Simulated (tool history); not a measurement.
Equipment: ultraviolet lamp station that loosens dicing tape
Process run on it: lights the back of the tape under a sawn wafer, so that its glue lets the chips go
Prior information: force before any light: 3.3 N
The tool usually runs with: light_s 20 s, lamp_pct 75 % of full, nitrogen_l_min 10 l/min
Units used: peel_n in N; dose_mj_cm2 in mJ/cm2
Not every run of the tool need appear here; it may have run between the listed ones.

Run 1, hour 0.0: usual settings. Result: peel_n 0.610 N, dose_mj_cm2 199 mJ/cm2.
Run 2, hour 87.1: usual settings but light_s 25 s. Result: peel_n 0.519 N, dose_mj_cm2 240 mJ/cm2.
Run 3, hour 129.9: usual settings but nitrogen_l_min 8 l/min. Result: peel_n 0.756 N, dose_mj_cm2 189 mJ/cm2.
Run 4, hour 201.7: usual settings but nitrogen_l_min 8 l/min. Result: peel_n 0.804 N, dose_mj_cm2 178 mJ/cm2.
Run 5, hour 276.7: usual settings but nitrogen_l_min 8 l/min. Result: peel_n 0.897 N, dose_mj_cm2 172 mJ/cm2.
At hour 285.8: window cleaned of glue's vapour.
Run 6, hour 325.6: usual settings but nitrogen_l_min 8 l/min. Result: peel_n 0.741 N, dose_mj_cm2 185 mJ/cm2.
Run 7, hour 367.9: usual settings but lamp_pct 74 % of full. Result: peel_n 0.727 N, dose_mj_cm2 183 mJ/cm2.
Run 8, hour 448.4: usual settings but lamp_pct 74 % of full. Result: peel_n 0.806 N, dose_mj_cm2 168 mJ/cm2.
Run 9, hour 529.9: usual settings but lamp_pct 74 % of full. Result: peel_n 0.865 N, dose_mj_cm2 158 mJ/cm2.
Run 10, hour 592.7: usual settings but light_s 17 s, lamp_pct 81 % of full, nitrogen_l_min 7 l/min. Result: peel_n 1.067 N, dose_mj_cm2 143 mJ/cm2.
Run 11, hour 675.7: usual settings but light_s 17 s, lamp_pct 81 % of full, nitrogen_l_min 3 l/min. Result: peel_n 1.365 N, dose_mj_cm2 134 mJ/cm2.
At hour 708.8: lamp changed.
Run 12, hour 767.1: usual settings but light_s 17 s, lamp_pct 81 % of full, nitrogen_l_min 3 l/min. Result: peel_n 0.772 N, dose_mj_cm2 226 mJ/cm2.
At hour 824.8: window cleaned of glue's vapour.
Run 13, hour 824.8: usual settings but light_s 24 s, lamp_pct 64 % of full. Result: peel_n 0.372 N, dose_mj_cm2 283 mJ/cm2.
Run 14, hour 903.7: usual settings but light_s 24 s, lamp_pct 64 % of full. Result: peel_n 0.406 N, dose_mj_cm2 277 mJ/cm2.
Run 15, hour 978.4: usual settings but light_s 24 s, lamp_pct 64 % of full. Result: peel_n 0.441 N, dose_mj_cm2 260 mJ/cm2.
Run 16, hour 1048.1: usual settings but light_s 21 s, lamp_pct 67 % of full. Result: peel_n 0.534 N, dose_mj_cm2 228 mJ/cm2.

For some of the steps in peel_n from one run to the next: how much would appear even if the tool had no hidden state, given the settings, what came in and random variation, and how much remains for the hidden state plus any gauge scatter that the measured result and the result without hidden state don't share?
Unlogged tool condition in this case: lamp's light, % of a new lamp's; light that the window lets through, % of a clean one's; drift of the gauge itself on peel_n, %; drift of the gauge itself on dose_mj_cm2, %.
Run 11 -> 12: lamp changed. peel_n -0.593 N: hidden state -0.587, all else -0.006.
